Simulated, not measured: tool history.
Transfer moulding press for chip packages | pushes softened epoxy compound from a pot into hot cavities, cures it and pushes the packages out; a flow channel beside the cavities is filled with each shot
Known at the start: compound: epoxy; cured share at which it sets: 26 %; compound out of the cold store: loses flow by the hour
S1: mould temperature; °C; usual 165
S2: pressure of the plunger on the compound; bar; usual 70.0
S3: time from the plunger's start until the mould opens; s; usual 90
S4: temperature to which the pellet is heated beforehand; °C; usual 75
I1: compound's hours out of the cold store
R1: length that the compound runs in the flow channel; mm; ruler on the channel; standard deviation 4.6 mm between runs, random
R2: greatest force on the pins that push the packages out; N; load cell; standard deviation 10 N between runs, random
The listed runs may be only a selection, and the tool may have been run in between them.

Run 1, hour 0.0: usual settings; I1 43.1. Result: R1 755 mm, R2 551 N.
Run 2, hour 11.5: usual settings; I1 36.5. Result: R1 789 mm, R2 582 N.
Run 3, hour 17.9: usual settings but S1 172 °C; I1 8.0. Result: R1 907 mm, R2 516 N.
Run 4, hour 31.3: usual settings but S1 172 °C; I1 43.2. Result: R1 742 mm, R2 529 N.
Run 5, hour 40.3: usual settings but S1 172 °C; I1 36.3. Result: R1 768 mm, R2 526 N.
Run 6, hour 47.2: usual settings but S1 172 °C; I1 18.4. Result: R1 844 mm, R2 517 N.
Run 7, hour 60.4: usual settings but S2 64.6 bar; I1 27.1. Result: R1 795 mm, R2 689 N.
Run 8, hour 72.7: usual settings; I1 34.8. Result: R1 790 mm, R2 673 N.
At hour 75.3: cavities cleaned with cleaning compound and waxed.
Run 9, hour 81.9: usual settings; I1 16.7. Result: R1 878 mm, R2 881 N.
Run 10, hour 89.9: usual settings; I1 45.4. Result: R1 742 mm, R2 843 N.
Run 11, hour 96.5: usual settings; I1 27.1. Result: R1 824 mm, R2 879 N.
Run 12, hour 110.1: usual settings; I1 19.4. Result: R1 863 mm, R2 904 N.
Run 13, hour 123.7: usual settings but S1 159 °C; I1 15.4. Result: R1 897 mm, R2 1404 N.
Run 14, hour 134.1: usual settings but S1 159 °C, S2 56.5 bar; I1 42.9. Result: R1 687 mm, R2 1274 N.
Run 15, hour 145.6: usual settings but S1 159 °C, S2 56.5 bar, S3 102 s; I1 46.9. Result: R1 664 mm, R2 939 N.

The next listed run, before its measurement:
At hour 154.1: cavities cleaned with cleaning compound and waxed, once more.
Run 16, hour 159.0: usual settings but S1 172 °C, S2 56.5 bar, S3 102 s; I1 23.6. Result: R1 ?, R2 ?.

For run 16 the tool returned R1 744 mm, R2 405 N.
With no hidden state in the tool, this same run would have given R1 758 mm, R2 387 N.

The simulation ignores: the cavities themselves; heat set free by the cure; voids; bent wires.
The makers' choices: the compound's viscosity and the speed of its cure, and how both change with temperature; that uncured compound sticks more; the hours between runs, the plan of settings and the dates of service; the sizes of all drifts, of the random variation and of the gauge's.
